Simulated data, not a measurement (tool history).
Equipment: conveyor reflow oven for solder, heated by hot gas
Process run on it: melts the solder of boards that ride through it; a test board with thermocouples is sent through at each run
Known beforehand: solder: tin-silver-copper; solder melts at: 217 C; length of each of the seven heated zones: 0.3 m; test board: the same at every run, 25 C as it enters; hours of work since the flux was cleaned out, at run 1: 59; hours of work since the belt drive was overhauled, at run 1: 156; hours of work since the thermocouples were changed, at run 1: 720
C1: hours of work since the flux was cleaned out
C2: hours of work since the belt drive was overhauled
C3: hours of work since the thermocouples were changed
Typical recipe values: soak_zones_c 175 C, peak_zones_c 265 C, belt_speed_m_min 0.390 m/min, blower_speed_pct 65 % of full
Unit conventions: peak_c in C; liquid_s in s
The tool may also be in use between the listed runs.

run 1 hour=0.0 | soak_zones_c=175 peak_zones_c=265 belt_speed_m_min=0.390 blower_speed_pct=65 | C1=59 C2=156 C3=720 | peak_c=256.42 liquid_s=74.54
run 2 hour=9.4 | soak_zones_c=175 peak_zones_c=265 belt_speed_m_min=0.390 blower_speed_pct=65 | C1=66 C2=164 C3=727 | peak_c=256.44 liquid_s=74.64
run 3 hour=21.4 | soak_zones_c=175 peak_zones_c=265 belt_speed_m_min=0.390 blower_speed_pct=65 | C1=76 C2=173 C3=736 | peak_c=256.64 liquid_s=74.72
run 4 hour=26.8 | soak_zones_c=175 peak_zones_c=265 belt_speed_m_min=0.390 blower_speed_pct=65 | C1=80 C2=177 C3=741 | peak_c=256.56 liquid_s=74.58
run 5 hour=35.9 | soak_zones_c=175 peak_zones_c=265 belt_speed_m_min=0.390 blower_speed_pct=65 | C1=87 C2=184 C3=748 | peak_c=256.33 liquid_s=74.65
run 6 hour=43.7 | soak_zones_c=175 peak_zones_c=265 belt_speed_m_min=0.390 blower_speed_pct=65 | C1=93 C2=190 C3=753 | peak_c=256.44 liquid_s=74.61
run 7 hour=53.3 | soak_zones_c=180 peak_zones_c=273 belt_speed_m_min=0.377 blower_speed_pct=57 | C1=100 C2=197 C3=761 | peak_c=264.05 liquid_s=84.37
run 8 hour=63.0 | soak_zones_c=180 peak_zones_c=273 belt_speed_m_min=0.377 blower_speed_pct=57 | C1=107 C2=205 C3=768 | peak_c=263.94 liquid_s=84.28
run 9 hour=68.9 | soak_zones_c=180 peak_zones_c=263 belt_speed_m_min=0.465 blower_speed_pct=59 | C1=112 C2=209 C3=773 | peak_c=249.51 liquid_s=57.84
run 10 hour=76.0 | soak_zones_c=180 peak_zones_c=263 belt_speed_m_min=0.465 blower_speed_pct=59 | C1=117 C2=215 C3=778 | peak_c=249.35 liquid_s=57.82
run 11 hour=83.9 | soak_zones_c=189 peak_zones_c=263 belt_speed_m_min=0.465 blower_speed_pct=59 | C1=123 C2=221 C3=784 | peak_c=251.18 liquid_s=63.14
run 12 hour=91.2 | soak_zones_c=189 peak_zones_c=263 belt_speed_m_min=0.465 blower_speed_pct=59 | C1=129 C2=226 C3=790 | peak_c=251.03 liquid_s=63.33

Forecast each of these 3 alternatives for the next run:
run A hour=97.0 | soak_zones_c=186 peak_zones_c=258 belt_speed_m_min=0.465 blower_speed_pct=65 | C1=133 C2=231 C3=794 | peak_c=? liquid_s=?
run B hour=97.0 | soak_zones_c=184 peak_zones_c=265 belt_speed_m_min=0.390 blower_speed_pct=65 | C1=133 C2=231 C3=794 | peak_c=? liquid_s=?
run C hour=97.0 | soak_zones_c=189 peak_zones_c=260 belt_speed_m_min=0.465 blower_speed_pct=59 | C1=133 C2=231 C3=794 | peak_c=? liquid_s=?

run=A peak_c=247.19 liquid_s=59.16
run=B peak_c=257.54 liquid_s=79.61
run=C peak_c=248.48 liquid_s=61.37
Without the tool's hidden state the same runs would have given:
run=A peak_c=245.68 liquid_s=58.12
run=B peak_c=255.81 liquid_s=78.53
run=C peak_c=246.95 liquid_s=60.33
